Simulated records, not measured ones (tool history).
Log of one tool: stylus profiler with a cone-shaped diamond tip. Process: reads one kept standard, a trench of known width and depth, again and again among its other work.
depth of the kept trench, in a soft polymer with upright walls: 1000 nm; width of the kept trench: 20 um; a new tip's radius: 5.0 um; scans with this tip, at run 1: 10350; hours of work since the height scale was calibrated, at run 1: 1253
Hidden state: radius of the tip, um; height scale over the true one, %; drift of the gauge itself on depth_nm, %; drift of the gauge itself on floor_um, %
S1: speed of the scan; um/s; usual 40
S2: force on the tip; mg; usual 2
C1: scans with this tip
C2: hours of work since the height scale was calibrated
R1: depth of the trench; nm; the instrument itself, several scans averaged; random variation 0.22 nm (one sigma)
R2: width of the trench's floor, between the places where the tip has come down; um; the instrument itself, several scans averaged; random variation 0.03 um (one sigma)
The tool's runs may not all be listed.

Run 1, hour 0: usual settings; C1 10350; C2 1253. Result: R1 1009.37 nm, R2 13.09 um.
Run 2, hour 50.2: usual settings; C1 10589; C2 1282. Result: R1 1009.75 nm, R2 13.11 um.
Run 3, hour 103.8: usual settings; C1 10843; C2 1313. Result: R1 1009.17 nm, R2 13.11 um.
Run 4, hour 127.8: usual settings; C1 10957; C2 1326. Result: R1 1009.81 nm, R2 13.03 um.
Run 5, hour 168.8: usual settings but S1 68 um/s; C1 11151; C2 1350. Result: R1 1009.22 nm, R2 12.91 um.
Run 6, hour 198.1: usual settings but S1 68 um/s; C1 11290; C2 1367. Result: R1 1009.92 nm, R2 12.92 um.
Run 7, hour 234.4: usual settings but S1 19 um/s, S2 3.09 mg; C1 11463; C2 1388. Result: R1 1011.89 nm, R2 13.08 um.
Run 8, hour 270.3: usual settings but S1 15 um/s, S2 2.97 mg; C1 11633; C2 1408. Result: R1 1011.44 nm, R2 13.1 um.
Run 9, hour 318.8: usual settings but S1 117 um/s, S2 4.44 mg; C1 11863; C2 1436. Result: R1 1014.18 nm, R2 12.9 um.
Run 10, hour 370.4: usual settings but S1 117 um/s, S2 4.44 mg; C1 12109; C2 1466. Result: R1 1014.31 nm, R2 12.86 um.

Forecast each of these 5 alternatives for the next run:
Run A, hour 423.3: usual settings but S1 66 um/s, S2 0.71 mg; C1 12360; C2 1496. Result: R1 ?, R2 ?.
Run B, hour 423.3: usual settings but S1 73 um/s, S2 4.7 mg; C1 12360; C2 1496. Result: R1 ?, R2 ?.
Run C, hour 423.3: usual settings but S1 100 um/s, S2 1.78 mg; C1 12360; C2 1496. Result: R1 ?, R2 ?.
Run D, hour 423.3: usual settings but S1 14 um/s, S2 2.88 mg; C1 12360; C2 1496. Result: R1 ?, R2 ?.
Run E, hour 423.3: usual settings but S1 22 um/s, S2 5 mg; C1 12360; C2 1496. Result: R1 ?, R2 ?.

run       R1     R2
  A  1006.73  12.72
  B  1015.05  12.96
  C  1009.63  12.82
  D  1011.89  13.08
  E  1014.66  13.04
Without the tool's hidden state the same runs would have given:
run       R1     R2
  A  1002.54   13.6
  B  1010.84  13.84
  C  1005.43  13.71
  D  1007.69  13.96
  E  1010.44  13.93

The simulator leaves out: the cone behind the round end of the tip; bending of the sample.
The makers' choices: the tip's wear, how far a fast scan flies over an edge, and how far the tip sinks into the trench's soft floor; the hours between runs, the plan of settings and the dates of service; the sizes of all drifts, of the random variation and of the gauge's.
